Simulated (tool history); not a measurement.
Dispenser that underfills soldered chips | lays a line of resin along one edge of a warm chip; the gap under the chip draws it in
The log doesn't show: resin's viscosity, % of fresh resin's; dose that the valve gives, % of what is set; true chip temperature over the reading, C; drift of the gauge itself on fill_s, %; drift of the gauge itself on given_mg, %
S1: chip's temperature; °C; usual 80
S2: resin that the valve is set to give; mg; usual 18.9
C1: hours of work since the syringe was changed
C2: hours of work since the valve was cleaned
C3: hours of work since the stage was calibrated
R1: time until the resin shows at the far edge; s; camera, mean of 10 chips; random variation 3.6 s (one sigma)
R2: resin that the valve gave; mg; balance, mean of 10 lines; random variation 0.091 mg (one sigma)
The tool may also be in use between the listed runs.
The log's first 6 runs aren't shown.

run	hour	S1	S2	C1	C2	C3	R1	R2
# hour 55.3: new syringe of resin
# hour 66.8: new syringe of resin
7	67.5	80	18.9	1	23	336	389.6	18.72
8	73.9	80	18.9	5	28	340	539.8	18.68
# hour 78.2: new syringe of resin
9	85.1	80	18.9	5	36	349	537.5	18.58
# hour 90.2: new syringe of resin
10	92.8	80	18.9	2	41	354	431.6	18.41
# hour 101.4: new syringe of resin
11	103.5	80	18.9	2	49	362	436	18.31
# hour 113.5: new syringe of resin
12	115.8	80	20.4	2	58	371	424.7	19.67
# hour 124.7: new syringe of resin
13	128.3	80	20.4	3	67	380	441.9	19.57
# hour 130.2: dispensing valve cleaned and set on the balance
# hour 137.1: new syringe of resin
14	140.8	80	20.4	3	8	388	450.3	20.26
# hour 148.4: new syringe of resin
15	150.9	68	18.9	2	15	395	652.5	18.84
# hour 159.9: new syringe of resin
16	159.9	68	18.9	0	21	402	559.4	18.65
17	166.7	68	18.9	5	26	406	817.2	18.6
# hour 171.9: new syringe of resin
18	173.1	84	18.4	1	31	411	369.5	18.11
19	180	71	20.5	6	36	416	779.8	20
# hour 183.8: new syringe of resin
20	193.1	71	20.5	7	45	426	826.7	19.98
# hour 195.1: new syringe of resin
21	204.3	71	20.5	7	53	434	822.3	19.97
# hour 206.2: new syringe of resin
22	213.7	81	18.6	5	60	440	536.3	17.96

Forecast run 23:
# hour 217.4: new syringe of resin
# hour 224.9: dispensing valve cleaned and set on the balance
23	227.3	79	18.6	7	2	449	?	?

R1: 628.2 s
R2: 18.72 mg
Without the tool's hidden state the same run would have given R1 376.9 s, R2 18.76 mg.
